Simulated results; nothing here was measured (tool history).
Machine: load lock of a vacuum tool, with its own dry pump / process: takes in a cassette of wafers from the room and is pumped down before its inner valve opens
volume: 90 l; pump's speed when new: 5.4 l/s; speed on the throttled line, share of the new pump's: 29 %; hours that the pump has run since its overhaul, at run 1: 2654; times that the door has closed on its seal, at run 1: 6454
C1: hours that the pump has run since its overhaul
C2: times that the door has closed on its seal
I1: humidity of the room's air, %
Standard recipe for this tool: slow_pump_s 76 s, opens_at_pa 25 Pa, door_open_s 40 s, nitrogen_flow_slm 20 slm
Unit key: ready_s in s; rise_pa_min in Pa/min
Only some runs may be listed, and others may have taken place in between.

Run 1, hour 0.0: usual settings; C1 2654; C2 6454; I1 48.7. Result: ready_s 197.2 s, rise_pa_min 0.056 Pa/min.
Run 2, hour 119.0: usual settings but opens_at_pa 38 Pa; C1 2773; C2 6650; I1 46.0. Result: ready_s 191.0 s, rise_pa_min 0.064 Pa/min.
Run 3, hour 240.7: usual settings but opens_at_pa 38 Pa; C1 2895; C2 6850; I1 45.6. Result: ready_s 189.0 s, rise_pa_min 0.055 Pa/min.
Run 4, hour 469.2: usual settings but opens_at_pa 38 Pa; C1 3123; C2 7227; I1 45.0. Result: ready_s 189.6 s, rise_pa_min 0.064 Pa/min.
Run 5, hour 562.9: usual settings; C1 3217; C2 7382; I1 47.6. Result: ready_s 197.4 s, rise_pa_min 0.071 Pa/min.
Run 6, hour 667.9: usual settings but nitrogen_flow_slm 28 slm; C1 3322; C2 7555; I1 42.0. Result: ready_s 197.7 s, rise_pa_min 0.069 Pa/min.
Run 7, hour 874.6: usual settings but nitrogen_flow_slm 28 slm; C1 3528; C2 7896; I1 43.5. Result: ready_s 196.7 s, rise_pa_min 0.074 Pa/min.
Run 8, hour 1054.2: usual settings but slow_pump_s 57 s; C1 3708; C2 8192; I1 47.3. Result: ready_s 185.6 s, rise_pa_min 0.081 Pa/min.
Run 9, hour 1154.1: usual settings but slow_pump_s 57 s; C1 3808; C2 8357; I1 47.3. Result: ready_s 185.1 s, rise_pa_min 0.081 Pa/min.
Run 10, hour 1363.9: usual settings but opens_at_pa 31 Pa; C1 4018; C2 8703; I1 45.3. Result: ready_s 195.4 s, rise_pa_min 0.081 Pa/min.
Run 11, hour 1549.0: usual settings but slow_pump_s 119 s; C1 4203; C2 9008; I1 48.1. Result: ready_s 230.5 s, rise_pa_min 0.088 Pa/min.
Run 12, hour 1733.7: usual settings; C1 4388; C2 9313; I1 43.8. Result: ready_s 199.6 s, rise_pa_min 0.092 Pa/min.
Run 13, hour 1906.7: usual settings but door_open_s 157 s; C1 4561; C2 9598; I1 45.4. Result: ready_s 200.6 s, rise_pa_min 0.105 Pa/min.
Run 14, hour 2044.8: usual settings; C1 4699; C2 9826; I1 46.6. Result: ready_s 199.1 s, rise_pa_min 0.102 Pa/min.
Run 15, hour 2262.2: usual settings; C1 4916; C2 10184; I1 46.3. Result: ready_s 199.5 s, rise_pa_min 0.099 Pa/min.
Run 16, hour 2360.7: usual settings but door_open_s 35 s; C1 5015; C2 10347; I1 44.0. Result: ready_s 200.6 s, rise_pa_min 0.106 Pa/min.
Run 17, hour 2593.0: usual settings but slow_pump_s 87 s; C1 5247; C2 10730; I1 46.1. Result: ready_s 208.1 s, rise_pa_min 0.111 Pa/min.
Run 18, hour 2825.4: usual settings but slow_pump_s 72 s; C1 5479; C2 11113; I1 46.7. Result: ready_s 199.8 s, rise_pa_min 0.116 Pa/min.
Run 19, hour 2932.2: usual settings but slow_pump_s 50 s, opens_at_pa 26 Pa, door_open_s 151 s, nitrogen_flow_slm 11 slm; C1 5586; C2 11289; I1 47.3. Result: ready_s 183.2 s, rise_pa_min 0.141 Pa/min.
Run 20, hour 3096.9: usual settings but slow_pump_s 50 s, opens_at_pa 26 Pa, door_open_s 151 s, nitrogen_flow_slm 11 slm; C1 5751; C2 11561; I1 45.5. Result: ready_s 181.4 s, rise_pa_min 0.146 Pa/min.
Run 21, hour 3256.2: usual settings but opens_at_pa 21 Pa, door_open_s 55 s, nitrogen_flow_slm 21 slm; C1 5910; C2 11824; I1 45.6. Result: ready_s 202.2 s, rise_pa_min 0.137 Pa/min.
Run 22, hour 3375.4: usual settings but opens_at_pa 21 Pa, door_open_s 55 s, nitrogen_flow_slm 21 slm; C1 6029; C2 12020; I1 39.2. Result: ready_s 205.1 s, rise_pa_min 0.130 Pa/min.
Run 23, hour 3504.2: usual settings but opens_at_pa 45 Pa, door_open_s 53 s, nitrogen_flow_slm 4 slm; C1 6158; C2 12233; I1 45.0. Result: ready_s 191.6 s, rise_pa_min 0.142 Pa/min.
Run 24, hour 3695.9: usual settings but opens_at_pa 45 Pa, door_open_s 53 s, nitrogen_flow_slm 4 slm; C1 6350; C2 12549; I1 49.9. Result: ready_s 191.1 s, rise_pa_min 0.148 Pa/min.
Run 25, hour 3926.9: usual settings but slow_pump_s 67 s, opens_at_pa 45 Pa, door_open_s 141 s; C1 6581; C2 12930; I1 45.8. Result: ready_s 185.8 s, rise_pa_min 0.157 Pa/min.
Run 26, hour 4061.8: usual settings but slow_pump_s 67 s, opens_at_pa 45 Pa, door_open_s 141 s; C1 6716; C2 13152; I1 48.1. Result: ready_s 186.2 s, rise_pa_min 0.162 Pa/min.
Run 27, hour 4221.4: usual settings but slow_pump_s 93 s, door_open_s 29 s, nitrogen_flow_slm 6 slm; C1 6875; C2 13416; I1 45.6. Result: ready_s 216.9 s, rise_pa_min 0.154 Pa/min.
Run 28, hour 4316.1: usual settings but slow_pump_s 93 s, door_open_s 29 s, nitrogen_flow_slm 6 slm; C1 6970; C2 13572; I1 45.4. Result: ready_s 215.4 s, rise_pa_min 0.162 Pa/min.
Run 29, hour 4468.8: usual settings but slow_pump_s 41 s, opens_at_pa 45 Pa, door_open_s 136 s, nitrogen_flow_slm 10 slm; C1 7123; C2 13824; I1 46.7. Result: ready_s 169.9 s, rise_pa_min 0.176 Pa/min.
Run 30, hour 4591.9: usual settings but slow_pump_s 96 s, opens_at_pa 29 Pa, door_open_s 33 s, nitrogen_flow_slm 5 slm; C1 7246; C2 14027; I1 46.4. Result: ready_s 215.6 s, rise_pa_min 0.168 Pa/min.
Run 31, hour 4800.5: usual settings but slow_pump_s 150 s, opens_at_pa 27 Pa, door_open_s 66 s, nitrogen_flow_slm 18 slm; C1 7454; C2 14371; I1 42.0. Result: ready_s 252.3 s, rise_pa_min 0.172 Pa/min.
Run 32, hour 5001.4: usual settings but slow_pump_s 103 s, opens_at_pa 22 Pa, door_open_s 96 s, nitrogen_flow_slm 7 slm; C1 7655; C2 14702; I1 43.7. Result: ready_s 224.9 s, rise_pa_min 0.195 Pa/min.
Run 33, hour 5176.7: usual settings but slow_pump_s 103 s, opens_at_pa 18 Pa, door_open_s 160 s, nitrogen_flow_slm 7 slm; C1 7831; C2 14991; I1 46.4. Result: ready_s 230.8 s, rise_pa_min 0.215 Pa/min.
Run 34, hour 5314.3: usual settings but slow_pump_s 103 s, opens_at_pa 18 Pa, door_open_s 160 s, nitrogen_flow_slm 7 slm; C1 7968; C2 15218; I1 42.3. Result: ready_s 232.3 s, rise_pa_min 0.218 Pa/min.
Run 35, hour 5427.3: usual settings but slow_pump_s 43 s, door_open_s 70 s; C1 8081; C2 15404; I1 43.8. Result: ready_s 182.6 s, rise_pa_min 0.184 Pa/min.
Run 36, hour 5586.0: usual settings but slow_pump_s 43 s, door_open_s 70 s; C1 8240; C2 15666; I1 45.1. Result: ready_s 184.9 s, rise_pa_min 0.196 Pa/min.

A few steps of ready_s between consecutive runs. Split each: what settings, incoming material and random variation would produce without the hidden state, and what is left over for the hidden state, along with gauge scatter present in only one of the two compared results (measured, and without hidden state):
Hidden conditions of the tool in this case: pump's speed, % of a new pump's; leak at the door's seal, Pa l/s; drift of the gauge itself on ready_s, %; drift of the gauge itself on rise_pa_min, %.
Run 28 -> 29: slow_pump_s 93 -> 41, opens_at_pa 25 -> 45, door_open_s 29 -> 136, nitrogen_flow_slm 6 -> 10. ready_s -45.5 s: hidden state +0.8, all else -46.3.
Run 29 -> 30: slow_pump_s 41 -> 96, opens_at_pa 45 -> 29, door_open_s 136 -> 33, nitrogen_flow_slm 10 -> 5. ready_s +45.7 s: hidden state -0.3, all else +46.0.
Run 30 -> 31: slow_pump_s 96 -> 150, opens_at_pa 29 -> 27, door_open_s 33 -> 66, nitrogen_flow_slm 5 -> 18. ready_s +36.7 s: hidden state -1.6, all else +38.3.
Run 31 -> 32: slow_pump_s 150 -> 103, opens_at_pa 27 -> 22, door_open_s 66 -> 96, nitrogen_flow_slm 18 -> 7. ready_s -27.4 s: hidden state +2.4, all else -29.8.
Run 34 -> 35: slow_pump_s 103 -> 43, opens_at_pa 18 -> 25, door_open_s 160 -> 70, nitrogen_flow_slm 7 -> 20. ready_s -49.7 s: hidden state +1.6, all else -51.3.
